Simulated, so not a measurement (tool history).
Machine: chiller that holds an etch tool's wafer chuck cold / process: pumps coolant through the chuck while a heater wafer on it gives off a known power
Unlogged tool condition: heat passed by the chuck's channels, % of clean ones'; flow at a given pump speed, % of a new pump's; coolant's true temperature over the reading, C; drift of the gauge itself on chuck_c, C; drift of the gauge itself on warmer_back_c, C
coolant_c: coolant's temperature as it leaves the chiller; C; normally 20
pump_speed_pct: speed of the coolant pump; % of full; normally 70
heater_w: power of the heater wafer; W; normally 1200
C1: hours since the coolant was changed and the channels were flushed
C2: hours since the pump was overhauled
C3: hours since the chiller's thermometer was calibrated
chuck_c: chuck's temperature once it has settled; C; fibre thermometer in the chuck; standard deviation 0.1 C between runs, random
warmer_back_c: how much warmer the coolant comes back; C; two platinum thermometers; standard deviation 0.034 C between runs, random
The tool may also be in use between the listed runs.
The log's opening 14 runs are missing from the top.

run 15 hour=506.1 | coolant_c=20 pump_speed_pct=70 heater_w=1200 | C1=2305 C2=2241 C3=147 | chuck_c=31.9 warmer_back_c=5.50
run 16 hour=531.1 | coolant_c=20 pump_speed_pct=70 heater_w=1200 | C1=2330 C2=2266 C3=172 | chuck_c=32.0 warmer_back_c=5.46
run 17 hour=553.3 | coolant_c=20 pump_speed_pct=70 heater_w=1200 | C1=2353 C2=2288 C3=194 | chuck_c=32.0 warmer_back_c=5.57
-- hour=569.0 chiller's thermometer calibrated, once more
run 18 hour=600.3 | coolant_c=10 pump_speed_pct=70 heater_w=1200 | C1=2399 C2=2334 C3=31 | chuck_c=21.2 warmer_back_c=5.56
run 19 hour=636.3 | coolant_c=10 pump_speed_pct=70 heater_w=1200 | C1=2435 C2=2371 C3=67 | chuck_c=21.3 warmer_back_c=5.55
run 20 hour=679.8 | coolant_c=10 pump_speed_pct=70 heater_w=1200 | C1=2478 C2=2414 C3=111 | chuck_c=21.3 warmer_back_c=5.47
run 21 hour=714.1 | coolant_c=22 pump_speed_pct=70 heater_w=736 | C1=2513 C2=2448 C3=145 | chuck_c=28.9 warmer_back_c=3.39
run 22 hour=748.4 | coolant_c=22 pump_speed_pct=70 heater_w=736 | C1=2547 C2=2483 C3=179 | chuck_c=28.9 warmer_back_c=3.42
run 23 hour=787.4 | coolant_c=27 pump_speed_pct=91 heater_w=635 | C1=2586 C2=2522 C3=218 | chuck_c=31.4 warmer_back_c=2.17

What will run 24 give?
run 24 hour=839.1 | coolant_c=12 pump_speed_pct=75 heater_w=1672 | C1=2637 C2=2573 C3=270 | chuck_c=? warmer_back_c=?

Run 24 yielded chuck_c 27.0 C, warmer_back_c 7.10 C.
With the hidden condition absent and the run-to-run variation left alone, this run would have shown chuck_c 25.7 C, warmer_back_c 6.69 C.
